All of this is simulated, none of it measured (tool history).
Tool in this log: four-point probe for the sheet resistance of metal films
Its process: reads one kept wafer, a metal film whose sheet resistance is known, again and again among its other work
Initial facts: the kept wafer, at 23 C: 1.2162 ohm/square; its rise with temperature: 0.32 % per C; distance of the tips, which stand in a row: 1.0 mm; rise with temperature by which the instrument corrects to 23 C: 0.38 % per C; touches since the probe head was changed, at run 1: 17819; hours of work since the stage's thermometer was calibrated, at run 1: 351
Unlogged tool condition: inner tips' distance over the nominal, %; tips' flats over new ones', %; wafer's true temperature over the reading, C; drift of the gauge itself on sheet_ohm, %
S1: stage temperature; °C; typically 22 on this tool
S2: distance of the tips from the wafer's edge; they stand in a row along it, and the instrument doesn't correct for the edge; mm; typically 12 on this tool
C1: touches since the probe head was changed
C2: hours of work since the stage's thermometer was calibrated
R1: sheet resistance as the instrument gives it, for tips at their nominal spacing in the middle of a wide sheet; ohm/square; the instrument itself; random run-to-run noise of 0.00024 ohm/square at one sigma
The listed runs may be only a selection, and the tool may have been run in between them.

run   hour  S1  S2     C1   C2        R1
  1    0.0  22  12  17819  351  1.221688
  2   18.1  22  12  18234  358  1.221967
  3   33.4  24  12  18586  365  1.219874
  4   46.2  24  12  18879  371  1.220091
  5   56.7  26  12  19122  375  1.218471
  6   75.8  26  12  19560  384  1.218592
  7   94.8  26  64  19996  392  1.213760
  8  114.4  26  64  20446  400  1.214571
  9  127.9  26  64  20756  406  1.213941
 10  144.4  26  64  21135  414  1.214104
 11  160.0  26  64  21494  420  1.214557
 12  168.7  26  64  21694  424  1.213933
 13  188.4  22  37  22148  433  1.217826
 14  204.8  22  37  22524  440  1.218205
 15  224.1  22  57  22967  448  1.216946
 16  240.2  22  11  23338  455  1.222821
 17  255.5  22  23  23688  462  1.218309
 18  264.3  22  23  23891  466  1.219094
 19  281.5  22  23  24287  473  1.218594
 20  294.0  32  12  24574  479  1.213666
 21  309.5  19  12  24930  486  1.224586
 22  330.2  19  12  25404  495  1.224053
 23  351.0  29  12  25883  504  1.216418
 24  365.4  29  12  26213  510  1.216610
 25  383.4  29  12  26628  518  1.216045
 26  401.2  29  12  27036  526  1.216263
 27  416.3  30  50  27383  532  1.211603
 28  430.1  30  50  27700  538  1.211288
 29  441.2  32   4  27956  543  1.248604
 30  452.0  33   3  28203  548  1.276789
 31  472.0  23   3  28663  557  1.285163
 32  485.8  21  39  28979  563  1.218214
 33  505.6  21  10  29436  571  1.225114
 34  524.1  21  10  29859  579  1.224881
 35  537.3  21  10  30162  585  1.224711
 36  556.9  19  12  30613  594  1.224399
 37  575.1  33   6  31031  601  1.226526
 38  586.0  31  12  31282  606  1.214858
 39  598.2  25   8  31561  612  1.225626
 40  607.1  34  36  31768  615  1.208561

Predict the results of run 41:
 41  618.6  34  36  32032  620   ?

Run 41 produced R1 1.208213 ohm/square.
Were there no unlogged condition in the tool, this run, its random variation unchanged, would have produced R1 1.207765 ohm/square.
